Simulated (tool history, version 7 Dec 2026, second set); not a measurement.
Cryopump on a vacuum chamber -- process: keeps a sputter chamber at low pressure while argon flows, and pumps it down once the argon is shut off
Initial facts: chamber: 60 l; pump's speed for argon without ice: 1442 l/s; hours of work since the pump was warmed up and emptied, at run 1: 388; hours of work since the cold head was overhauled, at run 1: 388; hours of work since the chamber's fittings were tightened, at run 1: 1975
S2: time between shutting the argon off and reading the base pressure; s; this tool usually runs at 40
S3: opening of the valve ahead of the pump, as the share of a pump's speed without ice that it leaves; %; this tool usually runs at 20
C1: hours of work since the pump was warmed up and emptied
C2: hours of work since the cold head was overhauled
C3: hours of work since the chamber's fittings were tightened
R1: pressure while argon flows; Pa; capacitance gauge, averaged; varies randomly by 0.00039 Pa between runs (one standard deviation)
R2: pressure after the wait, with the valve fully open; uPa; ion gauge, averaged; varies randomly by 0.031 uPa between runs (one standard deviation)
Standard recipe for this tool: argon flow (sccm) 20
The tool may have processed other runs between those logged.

run 1 day=0.000 | argon_flow_(sccm)=20 S2=40 S3=20 | C1=388 C2=388 C3=1975 | R1=0.1194 R2=2.71
run 2 day=0.867 | argon_flow_(sccm)=9 S2=40 S3=20 | C1=398 C2=398 C3=1985 | R1=0.0540 R2=2.74
run 3 day=1.417 | argon_flow_(sccm)=18 S2=40 S3=20 | C1=404 C2=404 C3=1991 | R1=0.1076 R2=2.82
run 4 day=1.867 | argon_flow_(sccm)=18 S2=40 S3=20 | C1=408 C2=408 C3=1996 | R1=0.1077 R2=2.74
run 5 day=2.408 | argon_flow_(sccm)=18 S2=40 S3=20 | C1=414 C2=414 C3=2001 | R1=0.1078 R2=2.78
run 6 day=2.862 | argon_flow_(sccm)=12 S2=34 S3=43 | C1=419 C2=419 C3=2006 | R1=0.0344 R2=3.15
run 7 day=3.804 | argon_flow_(sccm)=12 S2=34 S3=43 | C1=430 C2=430 C3=2017 | R1=0.0338 R2=3.20
run 8 day=4.492 | argon_flow_(sccm)=10 S2=299 S3=29 | C1=437 C2=437 C3=2024 | R1=0.0414 R2=0.98
run 9 day=4.933 | argon_flow_(sccm)=10 S2=299 S3=29 | C1=442 C2=442 C3=2029 | R1=0.0418 R2=0.96
-- day=5.250 leaking fittings of the chamber tightened, without venting
run 10 day=5.500 | argon_flow_(sccm)=10 S2=299 S3=29 | C1=447 C2=447 C3=3 | R1=0.0417 R2=0.48

Hidden state at the last listed run before each entry between runs and at the first one after, where it differs:
Run 9 -> run 10: leaking fittings of the chamber tightened, without venting (day 5.250)
  pump's speed, % of a pump's without ice: 91.4 -> 91.3; leak into the chamber, uPa l/s: 918 -> 303
  difference, measured minus the result without the unlogged condition, R1: +0.0013 -> +0.0012 Pa; R2: +0.49 -> +0.03 uPa

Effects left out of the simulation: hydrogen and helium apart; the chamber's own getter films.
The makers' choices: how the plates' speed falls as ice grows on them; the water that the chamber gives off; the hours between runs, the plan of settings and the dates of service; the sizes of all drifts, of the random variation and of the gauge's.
